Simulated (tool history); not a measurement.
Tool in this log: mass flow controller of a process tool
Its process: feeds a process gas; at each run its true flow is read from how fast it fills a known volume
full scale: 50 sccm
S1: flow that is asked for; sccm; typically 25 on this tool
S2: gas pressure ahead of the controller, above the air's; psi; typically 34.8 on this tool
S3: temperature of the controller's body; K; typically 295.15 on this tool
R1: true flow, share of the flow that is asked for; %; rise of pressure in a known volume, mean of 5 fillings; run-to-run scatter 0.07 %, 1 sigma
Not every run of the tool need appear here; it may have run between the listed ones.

{"run": 1, "hour": 0.0, "S1": 25, "S2": 34.8, "S3": 295.15, "R1": 98.49}
{"run": 2, "hour": 77.8, "S1": 25, "S2": 34.8, "S3": 295.15, "R1": 98.61}
{"run": 3, "hour": 123.3, "S1": 25, "S2": 34.8, "S3": 295.15, "R1": 98.51}
{"run": 4, "hour": 195.7, "S1": 25, "S2": 34.8, "S3": 295.15, "R1": 98.53}
{"run": 5, "hour": 247.2, "S1": 25, "S2": 34.8, "S3": 295.15, "R1": 98.6}
{"run": 6, "hour": 294.9, "S1": 25, "S2": 34.8, "S3": 295.15, "R1": 98.52}
{"run": 7, "hour": 381.6, "S1": 25, "S2": 34.8, "S3": 295.15, "R1": 98.47}
{"run": 8, "hour": 478.5, "S1": 25, "S2": 34.8, "S3": 294.15, "R1": 98.54}
{"run": 9, "hour": 561.3, "S1": 25, "S2": 34.8, "S3": 294.15, "R1": 98.48}
{"run": 10, "hour": 657.1, "S1": 49, "S2": 34.8, "S3": 295.15, "R1": 99.5}
{"run": 11, "hour": 738.5, "S1": 25, "S2": 34.8, "S3": 295.15, "R1": 98.48}
{"run": 12, "hour": 837.3, "S1": 25, "S2": 34.8, "S3": 295.15, "R1": 98.44}
{"run": 13, "hour": 937.3, "S1": 25, "S2": 34.8, "S3": 295.15, "R1": 98.52}
{"run": 14, "hour": 995.8, "S1": 25, "S2": 34.8, "S3": 295.15, "R1": 98.67}
{"run": 15, "hour": 1078.9, "S1": 25, "S2": 34.8, "S3": 295.15, "R1": 98.59}
{"run": 16, "hour": 1141.9, "S1": 25, "S2": 34.8, "S3": 302.15, "R1": 99.02}
{"run": 17, "hour": 1197.4, "S1": 25, "S2": 34.8, "S3": 302.15, "R1": 98.9}
{"run": 18, "hour": 1241.2, "S1": 25, "S2": 34.8, "S3": 302.15, "R1": 98.81}
{"run": 19, "hour": 1282.1, "S1": 25, "S2": 34.8, "S3": 299.15, "R1": 98.93}
{"run": 20, "hour": 1330.2, "S1": 25, "S2": 34.8, "S3": 299.15, "R1": 98.8}
{"run": 21, "hour": 1400.0, "S1": 28, "S2": 34.8, "S3": 299.15, "R1": 98.68}
{"run": 22, "hour": 1456.8, "S1": 28, "S2": 34.8, "S3": 299.15, "R1": 98.89}
{"run": 23, "hour": 1506.0, "S1": 25, "S2": 34.8, "S3": 295.15, "R1": 98.56}
{"run": 24, "hour": 1580.7, "S1": 25, "S2": 34.8, "S3": 295.15, "R1": 98.51}
{"hour": 1588.0, "done": "controller's zero set anew"}
{"run": 25, "hour": 1677.6, "S1": 25, "S2": 34.8, "S3": 295.15, "R1": 98.6}
{"run": 26, "hour": 1778.6, "S1": 27, "S2": 23.2, "S3": 300.15, "R1": 99.26}
{"run": 27, "hour": 1866.2, "S1": 28, "S2": 34.8, "S3": 309.15, "R1": 99.59}
{"hour": 1892.3, "done": "controller's zero set anew, once more"}
{"run": 28, "hour": 1922.7, "S1": 25, "S2": 35.5, "S3": 300.15, "R1": 98.55}
{"run": 29, "hour": 1965.5, "S1": 6, "S2": 38.9, "S3": 300.15, "R1": 97.72}
{"run": 30, "hour": 2043.9, "S1": 6, "S2": 38.9, "S3": 294.15, "R1": 97.33}
{"run": 31, "hour": 2108.2, "S1": 6, "S2": 32.8, "S3": 295.15, "R1": 97.72}
{"run": 32, "hour": 2208.5, "S1": 11, "S2": 34.8, "S3": 309.15, "R1": 98.75}
{"run": 33, "hour": 2283.1, "S1": 9, "S2": 36.1, "S3": 309.15, "R1": 98.59}
{"run": 34, "hour": 2368.6, "S1": 19, "S2": 28.1, "S3": 302.15, "R1": 98.66}
{"run": 35, "hour": 2424.9, "S1": 11, "S2": 38.6, "S3": 295.15, "R1": 97.66}
{"run": 36, "hour": 2474.6, "S1": 25, "S2": 34.8, "S3": 309.15, "R1": 99.07}
{"run": 37, "hour": 2541.5, "S1": 25, "S2": 31.0, "S3": 308.15, "R1": 99.19}
{"run": 38, "hour": 2608.0, "S1": 30, "S2": 21.9, "S3": 308.15, "R1": 99.76}
{"run": 39, "hour": 2699.5, "S1": 30, "S2": 21.9, "S3": 308.15, "R1": 99.63}
{"run": 40, "hour": 2748.0, "S1": 27, "S2": 21.9, "S3": 308.15, "R1": 99.52}
{"run": 41, "hour": 2801.4, "S1": 25, "S2": 35.4, "S3": 295.15, "R1": 98.2}
{"run": 42, "hour": 2855.7, "S1": 23, "S2": 35.4, "S3": 307.15, "R1": 98.99}
{"run": 43, "hour": 2946.6, "S1": 7, "S2": 26.0, "S3": 301.15, "R1": 98.57}
{"run": 44, "hour": 3011.2, "S1": 32, "S2": 26.0, "S3": 301.15, "R1": 99.29}
{"run": 45, "hour": 3102.9, "S1": 33, "S2": 22.2, "S3": 295.15, "R1": 99.03}
{"run": 46, "hour": 3200.0, "S1": 25, "S2": 32.8, "S3": 312.15, "R1": 99.31}
{"run": 47, "hour": 3241.1, "S1": 18, "S2": 34.8, "S3": 301.15, "R1": 98.35}
{"run": 48, "hour": 3301.9, "S1": 18, "S2": 21.8, "S3": 307.15, "R1": 99.31}
{"run": 49, "hour": 3394.3, "S1": 18, "S2": 36.5, "S3": 307.15, "R1": 98.83}

Difference, measured minus no-hidden-state, one row per run. Run-to-run variation is common to both terms; the gauge's own scatter need not be:
Hidden state present: flow at rest that the sensor doesn't see, % of full scale; true flow over the shown one, %; drift of the gauge itself on true_pct, %.
run=1 R1=-0.10
run=2 R1=-0.10
run=3 R1=-0.10
run=4 R1=-0.10
run=5 R1=-0.10
run=6 R1=-0.10
run=7 R1=-0.10
run=8 R1=-0.11
run=9 R1=-0.10
run=10 R1=-0.16
run=11 R1=-0.11
run=12 R1=-0.11
run=13 R1=-0.10
run=14 R1=-0.10
run=15 R1=-0.10
run=16 R1=-0.11
run=17 R1=-0.10
run=18 R1=-0.11
run=19 R1=-0.11
run=20 R1=-0.11
run=21 R1=-0.13
run=22 R1=-0.13
run=23 R1=-0.11
run=24 R1=-0.12
run=25 R1=-0.05
run=26 R1=-0.08
run=27 R1=-0.08
run=28 R1=-0.35
run=29 R1=-0.24
run=30 R1=-0.21
run=31 R1=-0.18
run=32 R1=-0.27
run=33 R1=-0.22
run=34 R1=-0.33
run=35 R1=-0.24
run=36 R1=-0.35
run=37 R1=-0.36
run=38 R1=-0.38
run=39 R1=-0.38
run=40 R1=-0.37
run=41 R1=-0.36
run=42 R1=-0.35
run=43 R1=+0.03
run=44 R1=-0.39
run=45 R1=-0.41
run=46 R1=-0.37
run=47 R1=-0.29
run=48 R1=-0.29
run=49 R1=-0.28
